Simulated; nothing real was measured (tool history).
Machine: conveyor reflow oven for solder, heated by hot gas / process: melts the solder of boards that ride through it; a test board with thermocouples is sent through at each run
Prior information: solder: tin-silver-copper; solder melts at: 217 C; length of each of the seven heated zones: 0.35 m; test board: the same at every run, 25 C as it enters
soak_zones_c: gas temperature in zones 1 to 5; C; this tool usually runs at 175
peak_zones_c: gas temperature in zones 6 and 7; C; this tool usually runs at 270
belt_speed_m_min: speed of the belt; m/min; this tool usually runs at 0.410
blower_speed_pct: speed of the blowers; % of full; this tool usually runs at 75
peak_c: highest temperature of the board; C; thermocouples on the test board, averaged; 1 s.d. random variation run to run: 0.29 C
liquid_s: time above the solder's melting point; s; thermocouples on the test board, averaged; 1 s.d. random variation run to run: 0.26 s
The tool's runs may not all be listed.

run,day,soak_zones_c,peak_zones_c,belt_speed_m_min,blower_speed_pct,peak_c,liquid_s
1,0.000,175,270,0.410,75,257.2,82.0
2,2.212,174,270,0.410,75,255.7,81.3
3,4.150,175,273,0.410,75,259.0,83.8
4,5.975,161,270,0.410,75,254.3,73.3
5,7.217,175,270,0.410,75,255.9,80.9
6,9.429,175,270,0.410,75,255.8,80.9
7,11.658,175,270,0.349,75,259.8,101.1
8,13.242,175,270,0.349,75,259.4,100.2
9,15.325,175,270,0.349,75,259.5,100.0
10,16.354,169,259,0.371,75,246.9,78.9
# day 17.542: flux residue cleaned out of gas plates and filters
11,18.833,162,260,0.413,62,241.5,59.2
12,20.762,162,260,0.413,62,242.1,59.3
13,22.725,182,267,0.456,76,251.8,72.3
14,24.212,182,267,0.456,76,251.7,72.8
15,26.454,182,267,0.456,58,246.7,65.9
16,28.492,182,267,0.456,58,246.4,65.5
17,30.567,182,267,0.456,58,246.4,65.3

Consider 4 possible next runs. They are alternatives, not a sequence: every one starts from the tool as it was left by run 17. What does each give?
A,32.179,166,270,0.410,56,?,?
B,32.179,182,267,0.457,83,?,?
C,32.179,166,267,0.456,58,?,?
D,32.179,175,270,0.427,75,?,?

run,peak_c,liquid_s
A,248.0,67.8
B,252.8,73.5
C,242.0,53.4
D,254.1,76.4
Had the tool no hidden state, the same runs would have come out as:
run,peak_c,liquid_s
A,249.3,68.7
B,254.3,74.1
C,243.4,54.8
D,255.5,77.0
